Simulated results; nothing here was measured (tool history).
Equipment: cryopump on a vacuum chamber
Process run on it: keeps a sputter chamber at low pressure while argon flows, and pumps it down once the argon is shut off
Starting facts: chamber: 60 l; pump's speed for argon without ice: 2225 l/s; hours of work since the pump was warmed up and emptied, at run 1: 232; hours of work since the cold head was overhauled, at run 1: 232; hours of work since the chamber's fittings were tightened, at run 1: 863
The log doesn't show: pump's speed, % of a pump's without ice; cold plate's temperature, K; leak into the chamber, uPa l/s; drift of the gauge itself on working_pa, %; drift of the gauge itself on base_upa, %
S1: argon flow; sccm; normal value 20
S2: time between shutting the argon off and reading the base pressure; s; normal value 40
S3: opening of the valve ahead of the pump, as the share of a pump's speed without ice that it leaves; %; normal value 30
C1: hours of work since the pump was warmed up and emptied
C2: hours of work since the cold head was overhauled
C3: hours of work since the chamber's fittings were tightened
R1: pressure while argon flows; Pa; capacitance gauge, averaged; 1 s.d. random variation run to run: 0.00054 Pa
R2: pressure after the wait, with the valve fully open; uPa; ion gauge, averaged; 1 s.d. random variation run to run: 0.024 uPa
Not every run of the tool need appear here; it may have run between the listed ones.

run 1 hour=0.0 | S1=20 S2=40 S3=30 | C1=232 C2=232 C3=863 | R1=0.0519 R2=2.06
run 2 hour=13.3 | S1=20 S2=40 S3=30 | C1=242 C2=242 C3=873 | R1=0.0523 R2=2.00
run 3 hour=27.3 | S1=20 S2=40 S3=30 | C1=253 C2=253 C3=884 | R1=0.0533 R2=2.16
run 4 hour=48.4 | S1=20 S2=40 S3=30 | C1=269 C2=269 C3=901 | R1=0.0529 R2=2.16
run 5 hour=74.3 | S1=20 S2=40 S3=17 | C1=289 C2=289 C3=921 | R1=0.0905 R2=2.23
run 6 hour=98.7 | S1=20 S2=40 S3=17 | C1=308 C2=308 C3=940 | R1=0.0910 R2=2.23
run 7 hour=121.4 | S1=20 S2=49 S3=48 | C1=326 C2=326 C3=957 | R1=0.0336 R2=2.09
run 8 hour=144.4 | S1=22 S2=49 S3=48 | C1=344 C2=344 C3=975 | R1=0.0368 R2=2.16
run 9 hour=162.1 | S1=22 S2=49 S3=48 | C1=357 C2=357 C3=989 | R1=0.0369 R2=2.15
run 10 hour=179.5 | S1=22 S2=49 S3=48 | C1=371 C2=371 C3=1002 | R1=0.0373 R2=2.11
run 11 hour=193.3 | S1=22 S2=49 S3=48 | C1=382 C2=382 C3=1013 | R1=0.0367 R2=2.21
run 12 hour=207.1 | S1=22 S2=49 S3=48 | C1=392 C2=392 C3=1024 | R1=0.0364 R2=2.28

Table of differences, measured result less the result of that run with no hidden state. Run-to-run variation is the same in both. Gauge scatter possibly is not:
run=1 R1=+0.0013 R2=+1.14
run=2 R1=+0.0014 R2=+1.15
run=3 R1=+0.0014 R2=+1.22
run=4 R1=+0.0016 R2=+1.22
run=5 R1=+0.0017 R2=+1.29
run=6 R1=+0.0018 R2=+1.32
run=7 R1=+0.0019 R2=+1.35
run=8 R1=+0.0023 R2=+1.37
run=9 R1=+0.0024 R2=+1.38
run=10 R1=+0.0025 R2=+1.39
run=11 R1=+0.0026 R2=+1.45
run=12 R1=+0.0026 R2=+1.48
